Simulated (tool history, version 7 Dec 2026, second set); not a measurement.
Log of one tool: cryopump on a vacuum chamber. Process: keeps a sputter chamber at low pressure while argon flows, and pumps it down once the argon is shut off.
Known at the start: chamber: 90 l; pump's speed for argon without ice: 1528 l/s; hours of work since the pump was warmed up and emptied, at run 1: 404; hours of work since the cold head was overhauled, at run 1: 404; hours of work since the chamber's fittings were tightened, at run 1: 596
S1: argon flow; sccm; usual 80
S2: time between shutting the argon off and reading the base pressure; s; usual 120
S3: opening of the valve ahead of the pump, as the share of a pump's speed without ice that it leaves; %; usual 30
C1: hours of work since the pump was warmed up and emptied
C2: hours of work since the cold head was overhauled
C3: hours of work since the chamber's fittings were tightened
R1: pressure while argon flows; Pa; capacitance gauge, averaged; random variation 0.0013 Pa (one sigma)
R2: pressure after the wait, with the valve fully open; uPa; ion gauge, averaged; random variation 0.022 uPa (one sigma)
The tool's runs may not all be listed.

{"run": 1, "hour": 0.0, "S1": 80, "S2": 120, "S3": 30, "C1": 404, "C2": 404, "C3": 596, "R1": 0.3114, "R2": 0.86}
{"run": 2, "hour": 23.1, "S1": 80, "S2": 120, "S3": 30, "C1": 420, "C2": 420, "C3": 612, "R1": 0.3123, "R2": 0.9}
{"run": 3, "hour": 69.9, "S1": 80, "S2": 120, "S3": 30, "C1": 452, "C2": 452, "C3": 644, "R1": 0.3127, "R2": 0.94}
{"run": 4, "hour": 101.7, "S1": 80, "S2": 120, "S3": 15, "C1": 474, "C2": 474, "C3": 666, "R1": 0.6074, "R2": 0.98}
{"hour": 127.5, "done": "pump warmed up, emptied and cooled again"}
{"run": 5, "hour": 127.5, "S1": 80, "S2": 120, "S3": 15, "C1": 0, "C2": 488, "C3": 680, "R1": 0.5914, "R2": 0.89}
{"run": 6, "hour": 175.6, "S1": 80, "S2": 120, "S3": 30, "C1": 33, "C2": 521, "C3": 713, "R1": 0.2988, "R2": 0.88}
{"run": 7, "hour": 203.0, "S1": 80, "S2": 120, "S3": 30, "C1": 52, "C2": 539, "C3": 732, "R1": 0.2997, "R2": 0.9}
{"run": 8, "hour": 244.4, "S1": 80, "S2": 120, "S3": 30, "C1": 80, "C2": 568, "C3": 761, "R1": 0.2985, "R2": 0.91}
{"run": 9, "hour": 281.5, "S1": 80, "S2": 120, "S3": 30, "C1": 106, "C2": 593, "C3": 786, "R1": 0.3015, "R2": 0.91}
{"run": 10, "hour": 308.9, "S1": 80, "S2": 26, "S3": 30, "C1": 124, "C2": 612, "C3": 805, "R1": 0.3031, "R2": 2.25}
{"run": 11, "hour": 331.3, "S1": 80, "S2": 26, "S3": 30, "C1": 140, "C2": 627, "C3": 820, "R1": 0.3021, "R2": 2.18}
{"run": 12, "hour": 376.4, "S1": 80, "S2": 120, "S3": 30, "C1": 171, "C2": 658, "C3": 851, "R1": 0.3011, "R2": 0.94}
{"run": 13, "hour": 420.9, "S1": 80, "S2": 120, "S3": 30, "C1": 201, "C2": 689, "C3": 881, "R1": 0.3027, "R2": 0.96}
{"run": 14, "hour": 465.9, "S1": 80, "S2": 120, "S3": 30, "C1": 232, "C2": 720, "C3": 912, "R1": 0.3044, "R2": 1.0}
{"run": 15, "hour": 494.1, "S1": 80, "S2": 120, "S3": 30, "C1": 251, "C2": 739, "C3": 932, "R1": 0.306, "R2": 1.03}
{"run": 16, "hour": 539.8, "S1": 60, "S2": 120, "S3": 30, "C1": 283, "C2": 770, "C3": 963, "R1": 0.2314, "R2": 1.05}
{"run": 17, "hour": 586.2, "S1": 60, "S2": 120, "S3": 30, "C1": 314, "C2": 802, "C3": 995, "R1": 0.2319, "R2": 1.06}
{"run": 18, "hour": 633.7, "S1": 72, "S2": 238, "S3": 30, "C1": 347, "C2": 835, "C3": 1027, "R1": 0.2772, "R2": 0.94}
{"run": 19, "hour": 672.9, "S1": 133, "S2": 238, "S3": 18, "C1": 374, "C2": 861, "C3": 1054, "R1": 0.839, "R2": 0.93}
{"run": 20, "hour": 714.1, "S1": 133, "S2": 238, "S3": 18, "C1": 402, "C2": 890, "C3": 1082, "R1": 0.8397, "R2": 0.98}
{"run": 21, "hour": 740.2, "S1": 133, "S2": 238, "S3": 18, "C1": 420, "C2": 908, "C3": 1100, "R1": 0.8422, "R2": 0.98}
{"run": 22, "hour": 778.8, "S1": 86, "S2": 89, "S3": 44, "C1": 446, "C2": 934, "C3": 1127, "R1": 0.2337, "R2": 1.28}
{"run": 23, "hour": 827.3, "S1": 34, "S2": 29, "S3": 30, "C1": 479, "C2": 967, "C3": 1160, "R1": 0.1339, "R2": 2.26}
{"hour": 846.6, "done": "pump warmed up, emptied and cooled again"}
{"run": 24, "hour": 869.2, "S1": 77, "S2": 120, "S3": 30, "C1": 15, "C2": 992, "C3": 1185, "R1": 0.2855, "R2": 1.05}
{"run": 25, "hour": 895.7, "S1": 77, "S2": 120, "S3": 30, "C1": 34, "C2": 1011, "C3": 1203, "R1": 0.288, "R2": 1.11}
{"run": 26, "hour": 940.0, "S1": 104, "S2": 49, "S3": 30, "C1": 64, "C2": 1041, "C3": 1234, "R1": 0.39, "R2": 1.61}
{"run": 27, "hour": 963.1, "S1": 104, "S2": 49, "S3": 30, "C1": 80, "C2": 1057, "C3": 1249, "R1": 0.3903, "R2": 1.59}
{"run": 28, "hour": 986.0, "S1": 80, "S2": 22, "S3": 26, "C1": 96, "C2": 1073, "C3": 1265, "R1": 0.3466, "R2": 2.73}
{"run": 29, "hour": 1018.0, "S1": 80, "S2": 22, "S3": 26, "C1": 117, "C2": 1094, "C3": 1287, "R1": 0.3477, "R2": 2.71}
{"run": 30, "hour": 1064.7, "S1": 80, "S2": 120, "S3": 19, "C1": 149, "C2": 1126, "C3": 1319, "R1": 0.472, "R2": 1.16}
{"run": 31, "hour": 1093.6, "S1": 96, "S2": 120, "S3": 59, "C1": 169, "C2": 1146, "C3": 1339, "R1": 0.1887, "R2": 1.14}
{"run": 32, "hour": 1134.7, "S1": 101, "S2": 235, "S3": 15, "C1": 197, "C2": 1174, "C3": 1367, "R1": 0.7586, "R2": 1.05}
{"run": 33, "hour": 1155.9, "S1": 101, "S2": 156, "S3": 15, "C1": 212, "C2": 1189, "C3": 1382, "R1": 0.7603, "R2": 1.16}

3 ways to go on from here, each from the tool as it stands after run 33. What would each give?
{"run": "A", "hour": 1186.9, "S1": 80, "S2": 132, "S3": 30, "C1": 233, "C2": 1210, "C3": 1403, "R1": "?", "R2": "?"}
{"run": "B", "hour": 1186.9, "S1": 93, "S2": 23, "S3": 30, "C1": 233, "C2": 1210, "C3": 1403, "R1": "?", "R2": "?"}
{"run": "C", "hour": 1186.9, "S1": 137, "S2": 65, "S3": 26, "C1": 233, "C2": 1210, "C3": 1403, "R1": "?", "R2": "?"}

run=A R1=0.3081 R2=1.14
run=B R1=0.3563 R2=2.73
run=C R1=0.6010 R2=1.60
Without the tool's hidden state the same runs would have given:
run=A R1=0.2976 R2=0.46
run=B R1=0.3442 R2=2.04
run=C R1=0.5832 R2=0.89

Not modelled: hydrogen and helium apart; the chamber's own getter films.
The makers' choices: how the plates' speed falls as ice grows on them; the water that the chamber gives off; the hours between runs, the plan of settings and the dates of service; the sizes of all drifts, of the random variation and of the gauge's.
